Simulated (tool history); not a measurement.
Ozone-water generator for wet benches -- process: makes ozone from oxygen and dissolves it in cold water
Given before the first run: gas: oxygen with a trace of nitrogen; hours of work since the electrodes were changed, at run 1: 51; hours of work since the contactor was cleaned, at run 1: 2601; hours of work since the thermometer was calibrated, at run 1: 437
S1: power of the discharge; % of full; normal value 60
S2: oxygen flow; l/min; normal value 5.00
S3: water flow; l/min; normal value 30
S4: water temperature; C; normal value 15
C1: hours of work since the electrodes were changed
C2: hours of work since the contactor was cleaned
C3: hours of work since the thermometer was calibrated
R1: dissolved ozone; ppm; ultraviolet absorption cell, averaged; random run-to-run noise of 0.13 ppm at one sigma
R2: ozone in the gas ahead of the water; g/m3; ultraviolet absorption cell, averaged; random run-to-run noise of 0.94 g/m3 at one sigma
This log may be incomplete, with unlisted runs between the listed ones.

| run | day | S1 | S2 | S3 | S4 | C1 | C2 | C3 | R1 | R2 |
|---|---|---|---|---|---|---|---|---|---|---|
| 1 | 0.000 | 60 | 5.00 | 30 | 15 | 51 | 2601 | 437 | 13.7 | 157.1 |
| 2 | 2.254 | 55 | 5.00 | 30 | 15 | 102 | 2652 | 488 | 13.1 | 150.9 |
| 3 | 6.883 | 55 | 5.00 | 30 | 15 | 207 | 2757 | 593 | 13.0 | 153.6 |
| 4 | 9.638 | 60 | 5.00 | 30 | 15 | 270 | 2819 | 655 | 13.6 | 158.4 |
| 5 | 11.962 | 60 | 5.00 | 30 | 15 | 322 | 2872 | 708 | 13.4 | 159.0 |
| 6 | 17.179 | 60 | 5.00 | 30 | 15 | 441 | 2990 | 826 | 13.7 | 160.2 |
| 7 | 21.508 | 60 | 3.03 | 30 | 15 | 539 | 3089 | 925 | 13.4 | 224.5 |
| 8 | 26.021 | 60 | 3.03 | 30 | 15 | 641 | 3191 | 1027 | 13.2 | 225.5 |
|  | 28.025 | contactor cleaned |
| 9 | 30.704 | 60 | 3.03 | 30 | 15 | 744 | 61 | 1129 | 13.1 | 227.0 |
| 10 | 35.879 | 60 | 3.88 | 30 | 15 | 861 | 178 | 1247 | 13.5 | 189.1 |
| 11 | 38.500 | 60 | 3.88 | 30 | 15 | 920 | 237 | 1306 | 13.4 | 191.9 |
| 12 | 42.567 | 60 | 5.00 | 42 | 15 | 1013 | 330 | 1398 | 10.0 | 160.8 |
| 13 | 45.521 | 60 | 5.00 | 30 | 15 | 1080 | 397 | 1465 | 13.7 | 161.8 |
| 14 | 50.062 | 60 | 2.67 | 30 | 15 | 1183 | 500 | 1568 | 13.1 | 250.7 |
| 15 | 53.100 | 60 | 2.67 | 30 | 15 | 1252 | 569 | 1637 | 13.0 | 248.3 |
|  | 57.804 | gauge calibrated |
| 16 | 57.842 | 60 | 2.67 | 30 | 15 | 1359 | 676 | 1745 | 13.2 | 241.7 |
| 17 | 60.450 | 60 | 2.67 | 30 | 15 | 1418 | 735 | 1804 | 12.8 | 246.0 |
| 18 | 65.462 | 96 | 2.69 | 30 | 14 | 1532 | 849 | 1918 | 16.9 | 311.2 |
| 19 | 69.062 | 46 | 3.22 | 21 | 8 | 1614 | 931 | 1999 | 16.8 | 184.0 |
| 20 | 72.904 | 60 | 8.78 | 31 | 15 | 1701 | 1018 | 2086 | 12.8 | 108.5 |
| 21 | 78.025 | 60 | 8.78 | 31 | 15 | 1817 | 1134 | 2203 | 12.6 | 108.9 |
| 22 | 82.817 | 92 | 2.89 | 42 | 22 | 1926 | 1243 | 2311 | 11.3 | 293.3 |
| 23 | 86.946 | 92 | 2.89 | 42 | 22 | 2019 | 1336 | 2405 | 11.2 | 295.2 |
| 24 | 89.554 | 92 | 2.89 | 42 | 22 | 2078 | 1395 | 2464 | 11.4 | 296.6 |
| 25 | 93.225 | 92 | 2.89 | 42 | 22 | 2162 | 1479 | 2547 | 11.2 | 297.7 |
| 26 | 98.425 | 60 | 6.11 | 30 | 8 | 2280 | 1597 | 2665 | 14.3 | 141.5 |
| 27 | 101.275 | 60 | 4.23 | 32 | 15 | 2344 | 1661 | 2730 | 12.8 | 183.2 |
| 28 | 104.717 | 43 | 5.00 | 19 | 15 | 2422 | 1739 | 2808 | 16.4 | 135.0 |
| 29 | 109.746 | 60 | 5.68 | 38 | 15 | 2536 | 1853 | 2922 | 11.0 | 149.5 |
| 30 | 111.992 | 80 | 6.37 | 27 | 15 | 2587 | 1904 | 2973 | 16.8 | 159.3 |
| 31 | 117.317 | 55 | 3.07 | 26 | 21 | 2708 | 2025 | 3094 | 13.7 | 214.2 |
| 32 | 121.704 | 64 | 5.26 | 35 | 11 | 2808 | 2125 | 3193 | 12.7 | 164.7 |

3 options for the next run, each taken on its own from the tool as it stands now. Forecast them:
| A | 126.100 | 64 | 2.72 | 35 | 12 | 2907 | 2224 | 3293 | ? | ? |
| B | 126.100 | 60 | 6.37 | 30 | 15 | 2907 | 2224 | 3293 | ? | ? |
| C | 126.100 | 48 | 5.26 | 35 | 11 | 2907 | 2224 | 3293 | ? | ? |

| run | R1 | R2 |
|---|---|---|
| A | 11.9 | 254.6 |
| B | 13.6 | 139.7 |
| C | 10.8 | 140.4 |
Without the tool's unlogged condition, the same runs would have read:
| run | R1 | R2 |
|---|---|---|
| A | 11.9 | 246.2 |
| B | 13.6 | 135.1 |
| C | 10.8 | 135.8 |
